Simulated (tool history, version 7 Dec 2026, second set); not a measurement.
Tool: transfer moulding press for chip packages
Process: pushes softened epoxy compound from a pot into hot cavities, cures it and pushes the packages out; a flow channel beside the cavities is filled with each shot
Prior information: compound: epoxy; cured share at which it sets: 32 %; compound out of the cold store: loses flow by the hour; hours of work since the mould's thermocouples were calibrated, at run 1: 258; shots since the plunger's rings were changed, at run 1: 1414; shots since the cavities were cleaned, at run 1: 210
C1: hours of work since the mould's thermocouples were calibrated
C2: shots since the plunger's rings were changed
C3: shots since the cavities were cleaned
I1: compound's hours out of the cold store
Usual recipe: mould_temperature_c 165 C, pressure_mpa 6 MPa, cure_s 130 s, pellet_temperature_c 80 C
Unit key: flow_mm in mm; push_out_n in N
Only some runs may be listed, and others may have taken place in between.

{"run": 1, "hour": 0.0, "mould_temperature_c": 165, "pressure_mpa": 6, "cure_s": 130, "pellet_temperature_c": 80, "C1": 258, "C2": 1414, "C3": 210, "I1": 29.7, "flow_mm": 577, "push_out_n": 529}
{"run": 2, "hour": 48.5, "mould_temperature_c": 172, "pressure_mpa": 6, "cure_s": 130, "pellet_temperature_c": 80, "C1": 296, "C2": 1950, "C3": 746, "I1": 15.6, "flow_mm": 577, "push_out_n": 640}
{"hour": 59.7, "done": "cavities cleaned with cleaning compound and waxed"}
{"run": 3, "hour": 129.4, "mould_temperature_c": 165, "pressure_mpa": 6, "cure_s": 154, "pellet_temperature_c": 80, "C1": 359, "C2": 2827, "C3": 770, "I1": 22.9, "flow_mm": 572, "push_out_n": 655}
{"hour": 134.8, "done": "cavities cleaned with cleaning compound and waxed"}
{"run": 4, "hour": 178.4, "mould_temperature_c": 165, "pressure_mpa": 6, "cure_s": 130, "pellet_temperature_c": 80, "C1": 396, "C2": 3352, "C3": 482, "I1": 33.2, "flow_mm": 541, "push_out_n": 633}
{"hour": 210.2, "done": "cavities cleaned with cleaning compound and waxed"}
{"hour": 243.8, "done": "plunger's sealing rings changed"}
{"run": 5, "hour": 251.5, "mould_temperature_c": 165, "pressure_mpa": 6, "cure_s": 130, "pellet_temperature_c": 80, "C1": 450, "C2": 85, "C3": 428, "I1": 18.5, "flow_mm": 615, "push_out_n": 632}
{"hour": 287.1, "done": "cavities cleaned with cleaning compound and waxed"}
{"run": 6, "hour": 313.9, "mould_temperature_c": 165, "pressure_mpa": 6, "cure_s": 130, "pellet_temperature_c": 80, "C1": 498, "C2": 757, "C3": 295, "I1": 44.4, "flow_mm": 540, "push_out_n": 560}
{"hour": 363.1, "done": "cavities cleaned with cleaning compound and waxed"}
{"run": 7, "hour": 374.5, "mould_temperature_c": 165, "pressure_mpa": 6, "cure_s": 130, "pellet_temperature_c": 80, "C1": 545, "C2": 1410, "C3": 125, "I1": 23, "flow_mm": 588, "push_out_n": 468}
{"hour": 439.5, "done": "cavities cleaned with cleaning compound and waxed"}
{"run": 8, "hour": 448.0, "mould_temperature_c": 165, "pressure_mpa": 6, "cure_s": 130, "pellet_temperature_c": 80, "C1": 601, "C2": 2205, "C3": 94, "I1": 35.4, "flow_mm": 546, "push_out_n": 421}
{"hour": 499.1, "done": "mould's thermocouples calibrated"}
{"run": 9, "hour": 509.5, "mould_temperature_c": 165, "pressure_mpa": 6, "cure_s": 130, "pellet_temperature_c": 80, "C1": 8, "C2": 2862, "C3": 751, "I1": 20.8, "flow_mm": 570, "push_out_n": 699}
{"hour": 515.8, "done": "cavities cleaned with cleaning compound and waxed"}
{"run": 10, "hour": 588.1, "mould_temperature_c": 165, "pressure_mpa": 6, "cure_s": 130, "pellet_temperature_c": 71, "C1": 69, "C2": 3714, "C3": 798, "I1": 34.1, "flow_mm": 534, "push_out_n": 729}
{"hour": 594.1, "done": "cavities cleaned with cleaning compound and waxed"}
{"hour": 618.3, "done": "plunger's sealing rings changed"}
{"run": 11, "hour": 665.1, "mould_temperature_c": 165, "pressure_mpa": 6, "cure_s": 130, "pellet_temperature_c": 71, "C1": 126, "C2": 518, "C3": 757, "I1": 21.3, "flow_mm": 595, "push_out_n": 727}
{"hour": 674.2, "done": "cavities cleaned with cleaning compound and waxed"}
{"run": 12, "hour": 715.5, "mould_temperature_c": 165, "pressure_mpa": 6, "cure_s": 130, "pellet_temperature_c": 71, "C1": 165, "C2": 1057, "C3": 456, "I1": 11.2, "flow_mm": 614, "push_out_n": 643}
{"hour": 751.3, "done": "cavities cleaned with cleaning compound and waxed"}
{"run": 13, "hour": 780.6, "mould_temperature_c": 165, "pressure_mpa": 6, "cure_s": 125, "pellet_temperature_c": 80, "C1": 215, "C2": 1760, "C3": 323, "I1": 32.3, "flow_mm": 558, "push_out_n": 601}
{"hour": 825.6, "done": "cavities cleaned with cleaning compound and waxed"}
{"run": 14, "hour": 860.9, "mould_temperature_c": 165, "pressure_mpa": 6, "cure_s": 125, "pellet_temperature_c": 80, "C1": 277, "C2": 2630, "C3": 389, "I1": 19.8, "flow_mm": 574, "push_out_n": 667}
{"hour": 900.6, "done": "cavities cleaned with cleaning compound and waxed"}
{"run": 15, "hour": 905.7, "mould_temperature_c": 163, "pressure_mpa": 7.28, "cure_s": 145, "pellet_temperature_c": 80, "C1": 311, "C2": 3108, "C3": 55, "I1": 8.5, "flow_mm": 664, "push_out_n": 389}
{"run": 16, "hour": 966.5, "mould_temperature_c": 163, "pressure_mpa": 7.28, "cure_s": 145, "pellet_temperature_c": 80, "C1": 359, "C2": 3780, "C3": 727, "I1": 23.6, "flow_mm": 627, "push_out_n": 660}
{"hour": 977.5, "done": "cavities cleaned with cleaning compound and waxed"}
{"hour": 989.5, "done": "plunger's sealing rings changed"}
{"run": 17, "hour": 1019.5, "mould_temperature_c": 166, "pressure_mpa": 6.51, "cure_s": 150, "pellet_temperature_c": 80, "C1": 397, "C2": 332, "C3": 436, "I1": 37, "flow_mm": 585, "push_out_n": 591}
{"hour": 1057.1, "done": "cavities cleaned with cleaning compound and waxed"}
{"run": 18, "hour": 1101.9, "mould_temperature_c": 166, "pressure_mpa": 6.51, "cure_s": 145, "pellet_temperature_c": 80, "C1": 461, "C2": 1226, "C3": 495, "I1": 25, "flow_mm": 605, "push_out_n": 603}
{"hour": 1135.0, "done": "cavities cleaned with cleaning compound and waxed"}
{"run": 19, "hour": 1150.4, "mould_temperature_c": 167, "pressure_mpa": 6.82, "cure_s": 160, "pellet_temperature_c": 76, "C1": 498, "C2": 1744, "C3": 169, "I1": 41.8, "flow_mm": 569, "push_out_n": 454}
{"hour": 1211.9, "done": "cavities cleaned with cleaning compound and waxed"}
{"run": 20, "hour": 1222.5, "mould_temperature_c": 167, "pressure_mpa": 5.84, "cure_s": 160, "pellet_temperature_c": 76, "C1": 553, "C2": 2524, "C3": 117, "I1": 35.5, "flow_mm": 531, "push_out_n": 421}
{"hour": 1290.7, "done": "cavities cleaned with cleaning compound and waxed"}
{"run": 21, "hour": 1292.6, "mould_temperature_c": 167, "pressure_mpa": 5.84, "cure_s": 160, "pellet_temperature_c": 76, "C1": 607, "C2": 3282, "C3": 21, "I1": 21, "flow_mm": 552, "push_out_n": 350}
{"hour": 1337.7, "done": "mould's thermocouples calibrated"}
{"hour": 1363.5, "done": "plunger's sealing rings changed"}
{"hour": 1370.7, "done": "cavities cleaned with cleaning compound and waxed"}
{"run": 22, "hour": 1375.4, "mould_temperature_c": 167, "pressure_mpa": 6.02, "cure_s": 160, "pellet_temperature_c": 75, "C1": 27, "C2": 114, "C3": 52, "I1": 47.9, "flow_mm": 546, "push_out_n": 362}
{"run": 23, "hour": 1411.5, "mould_temperature_c": 167, "pressure_mpa": 6.02, "cure_s": 160, "pellet_temperature_c": 75, "C1": 55, "C2": 513, "C3": 451, "I1": 8, "flow_mm": 632, "push_out_n": 593}
{"hour": 1447.8, "done": "cavities cleaned with cleaning compound and waxed"}
{"run": 24, "hour": 1487.0, "mould_temperature_c": 167, "pressure_mpa": 6.02, "cure_s": 160, "pellet_temperature_c": 75, "C1": 113, "C2": 1330, "C3": 433, "I1": 10.3, "flow_mm": 608, "push_out_n": 566}
{"hour": 1522.1, "done": "cavities cleaned with cleaning compound and waxed"}
{"run": 25, "hour": 1551.2, "mould_temperature_c": 167, "pressure_mpa": 6.02, "cure_s": 160, "pellet_temperature_c": 75, "C1": 162, "C2": 2023, "C3": 322, "I1": 39.6, "flow_mm": 541, "push_out_n": 505}

Expected results for the next run?
{"hour": 1596.7, "done": "cavities cleaned with cleaning compound and waxed"}
{"run": 26, "hour": 1623.2, "mould_temperature_c": 165, "pressure_mpa": 4.82, "cure_s": 130, "pellet_temperature_c": 84, "C1": 218, "C2": 2801, "C3": 293, "I1": 21.8, "flow_mm": "?", "push_out_n": "?"}

For run 26 the tool returned flow_mm 509 mm, push_out_n 511 N.
Had the tool carried no hidden state, the very same run would have given flow_mm 541 mm, push_out_n 314 N.
